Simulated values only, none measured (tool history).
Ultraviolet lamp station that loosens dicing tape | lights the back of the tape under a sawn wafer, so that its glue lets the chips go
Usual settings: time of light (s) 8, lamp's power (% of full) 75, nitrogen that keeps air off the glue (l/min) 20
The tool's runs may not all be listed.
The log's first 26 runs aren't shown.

run	hour	time of light (s)	lamp's power (% of full)	nitrogen that keeps air off the glue (l/min)	force that peels the tape off (N)	light that reached the tape (J/m2)
27	598.6	7	64	39	1.13	1360
28	630.5	7	64	39	1.165	1390
29	651.5	7	97	16	0.74	2100
30	688.8	4	64	9	3.133	780
31	714.8	7	61	18	1.469	1280
32	732.4	7	61	18	1.53	1230
33	755.8	7	61	18	1.538	1280
34	788.1	9	78	14	0.719	2130
35	804.8	4	64	10	3.129	800
36	841.9	12	75	11	0.52	2650
37	878.3	12	75	11	0.515	2670
38	898.5	13	94	20	0.236	3660
39	918.8	13	94	20	0.231	3650
40	935.3	8	75	10	1.165	1780
41	957.8	8	72	7	1.487	1650
42	984.6	8	75	14	1.045	1720
43	1013.4	8	75	14	1.04	1750

4 ways to go on from here, each from the tool as it stands after run 43. What would each give?
A	1031	8	75	38	?	?
B	1031	8	75	14	?	?
C	1031	6	92	14	?	?
D	1031	5	75	20	?	?

run	force that peels the tape off (N)	light that reached the tape (J/m2)
A	0.74	1730
B	1.068	1760
C	1.209	1650
D	1.851	1110
Without the tool's hidden state the same runs would have given:
run	force that peels the tape off (N)	light that reached the tape (J/m2)
A	0.522	2060
B	0.782	2100
C	0.9	1960
D	1.466	1320
